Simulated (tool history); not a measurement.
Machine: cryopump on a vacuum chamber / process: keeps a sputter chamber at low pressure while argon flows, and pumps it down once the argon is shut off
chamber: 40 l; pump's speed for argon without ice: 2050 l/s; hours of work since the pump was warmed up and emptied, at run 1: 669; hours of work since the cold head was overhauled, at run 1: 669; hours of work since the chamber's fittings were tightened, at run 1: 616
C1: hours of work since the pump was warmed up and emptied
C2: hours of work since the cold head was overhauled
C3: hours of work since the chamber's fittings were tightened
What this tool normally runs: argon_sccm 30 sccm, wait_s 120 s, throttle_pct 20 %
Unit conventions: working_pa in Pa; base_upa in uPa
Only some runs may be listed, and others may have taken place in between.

run 1 hour=0.0 | argon_sccm=30 wait_s=120 throttle_pct=20 | C1=669 C2=669 C3=616 | working_pa=0.1317 base_upa=0.73
run 2 hour=71.5 | argon_sccm=30 wait_s=120 throttle_pct=20 | C1=706 C2=706 C3=653 | working_pa=0.1306 base_upa=0.71
run 3 hour=129.7 | argon_sccm=30 wait_s=28 throttle_pct=20 | C1=736 C2=736 C3=684 | working_pa=0.1317 base_upa=2.40
run 4 hour=174.1 | argon_sccm=30 wait_s=120 throttle_pct=20 | C1=759 C2=759 C3=707 | working_pa=0.1309 base_upa=0.72
run 5 hour=245.4 | argon_sccm=30 wait_s=120 throttle_pct=20 | C1=796 C2=796 C3=744 | working_pa=0.1325 base_upa=0.70
run 6 hour=305.7 | argon_sccm=30 wait_s=120 throttle_pct=20 | C1=828 C2=828 C3=775 | working_pa=0.1331 base_upa=0.75
run 7 hour=355.9 | argon_sccm=30 wait_s=120 throttle_pct=20 | C1=854 C2=854 C3=801 | working_pa=0.1332 base_upa=0.74
run 8 hour=408.0 | argon_sccm=33 wait_s=120 throttle_pct=20 | C1=881 C2=881 C3=829 | working_pa=0.1473 base_upa=0.77
run 9 hour=469.5 | argon_sccm=30 wait_s=120 throttle_pct=20 | C1=913 C2=913 C3=861 | working_pa=0.1339 base_upa=0.77
run 10 hour=543.0 | argon_sccm=30 wait_s=120 throttle_pct=20 | C1=952 C2=952 C3=899 | working_pa=0.1341 base_upa=0.79
run 11 hour=648.6 | argon_sccm=30 wait_s=93 throttle_pct=20 | C1=1007 C2=1007 C3=954 | working_pa=0.1356 base_upa=0.95
run 12 hour=720.7 | argon_sccm=30 wait_s=93 throttle_pct=20 | C1=1044 C2=1044 C3=992 | working_pa=0.1354 base_upa=0.94
run 13 hour=785.0 | argon_sccm=30 wait_s=148 throttle_pct=20 | C1=1078 C2=1078 C3=1025 | working_pa=0.1353 base_upa=0.75
run 14 hour=862.0 | argon_sccm=30 wait_s=148 throttle_pct=20 | C1=1118 C2=1118 C3=1065 | working_pa=0.1375 base_upa=0.72
run 15 hour=952.2 | argon_sccm=30 wait_s=120 throttle_pct=20 | C1=1165 C2=1165 C3=1112 | working_pa=0.1372 base_upa=0.84
-- hour=1008.4 pump warmed up, emptied and cooled again
run 16 hour=1058.0 | argon_sccm=30 wait_s=120 throttle_pct=20 | C1=26 C2=1217 C3=1165 | working_pa=0.1244 base_upa=0.72
run 17 hour=1154.4 | argon_sccm=30 wait_s=24 throttle_pct=20 | C1=76 C2=1267 C3=1215 | working_pa=0.1247 base_upa=2.73
run 18 hour=1244.1 | argon_sccm=30 wait_s=120 throttle_pct=25 | C1=123 C2=1314 C3=1262 | working_pa=0.1005 base_upa=0.77
run 19 hour=1304.3 | argon_sccm=30 wait_s=120 throttle_pct=25 | C1=154 C2=1346 C3=1293 | working_pa=0.1007 base_upa=0.74
run 20 hour=1403.5 | argon_sccm=30 wait_s=120 throttle_pct=25 | C1=206 C2=1397 C3=1345 | working_pa=0.1021 base_upa=0.72
run 21 hour=1448.6 | argon_sccm=30 wait_s=120 throttle_pct=25 | C1=229 C2=1421 C3=1368 | working_pa=0.1022 base_upa=0.75
run 22 hour=1523.2 | argon_sccm=18 wait_s=120 throttle_pct=20 | C1=268 C2=1460 C3=1407 | working_pa=0.0754 base_upa=0.74
run 23 hour=1620.8 | argon_sccm=30 wait_s=168 throttle_pct=54 | C1=319 C2=1510 C3=1458 | working_pa=0.0495 base_upa=0.61
run 24 hour=1701.1 | argon_sccm=30 wait_s=59 throttle_pct=29 | C1=361 C2=1552 C3=1500 | working_pa=0.0881 base_upa=1.31
run 25 hour=1751.7 | argon_sccm=30 wait_s=59 throttle_pct=44 | C1=387 C2=1579 C3=1526 | working_pa=0.0601 base_upa=1.31
run 26 hour=1813.3 | argon_sccm=30 wait_s=59 throttle_pct=31 | C1=419 C2=1611 C3=1558 | working_pa=0.0834 base_upa=1.32
run 27 hour=1901.0 | argon_sccm=30 wait_s=79 throttle_pct=26 | C1=465 C2=1656 C3=1604 | working_pa=0.0988 base_upa=1.06
run 28 hour=1957.6 | argon_sccm=38 wait_s=89 throttle_pct=36 | C1=495 C2=1686 C3=1633 | working_pa=0.0926 base_upa=0.97
run 29 hour=2018.8 | argon_sccm=45 wait_s=120 throttle_pct=17 | C1=526 C2=1718 C3=1665 | working_pa=0.2260 base_upa=0.78
run 30 hour=2072.6 | argon_sccm=45 wait_s=120 throttle_pct=17 | C1=554 C2=1746 C3=1693 | working_pa=0.2253 base_upa=0.79
run 31 hour=2141.9 | argon_sccm=50 wait_s=85 throttle_pct=31 | C1=591 C2=1782 C3=1729 | working_pa=0.1435 base_upa=1.00
run 32 hour=2206.2 | argon_sccm=12 wait_s=59 throttle_pct=20 | C1=624 C2=1815 C3=1763 | working_pa=0.0536 base_upa=1.32
run 33 hour=2305.2 | argon_sccm=24 wait_s=42 throttle_pct=16 | C1=676 C2=1867 C3=1814 | working_pa=0.1290 base_upa=1.79
run 34 hour=2365.0 | argon_sccm=44 wait_s=248 throttle_pct=16 | C1=707 C2=1898 C3=1846 | working_pa=0.2385 base_upa=0.51

Branching from run 34: 4 alternative next runs. What would each branch give?
run A hour=2442.0 | argon_sccm=54 wait_s=240 throttle_pct=24 | C1=747 C2=1938 C3=1886 | working_pa=? base_upa=?
run B hour=2442.0 | argon_sccm=36 wait_s=52 throttle_pct=27 | C1=747 C2=1938 C3=1886 | working_pa=? base_upa=?
run C hour=2442.0 | argon_sccm=30 wait_s=247 throttle_pct=20 | C1=747 C2=1938 C3=1886 | working_pa=? base_upa=?
run D hour=2442.0 | argon_sccm=44 wait_s=248 throttle_pct=44 | C1=747 C2=1938 C3=1886 | working_pa=? base_upa=?

run=A working_pa=0.1985 base_upa=0.58
run=B working_pa=0.1198 base_upa=1.49
run=C working_pa=0.1334 base_upa=0.56
run=D working_pa=0.0953 base_upa=0.59
Without the tool's unlogged condition, the same runs would have read:
run=A working_pa=0.1839 base_upa=0.41
run=B working_pa=0.1100 base_upa=1.31
run=C working_pa=0.1252 base_upa=0.39
run=D working_pa=0.0833 base_upa=0.41

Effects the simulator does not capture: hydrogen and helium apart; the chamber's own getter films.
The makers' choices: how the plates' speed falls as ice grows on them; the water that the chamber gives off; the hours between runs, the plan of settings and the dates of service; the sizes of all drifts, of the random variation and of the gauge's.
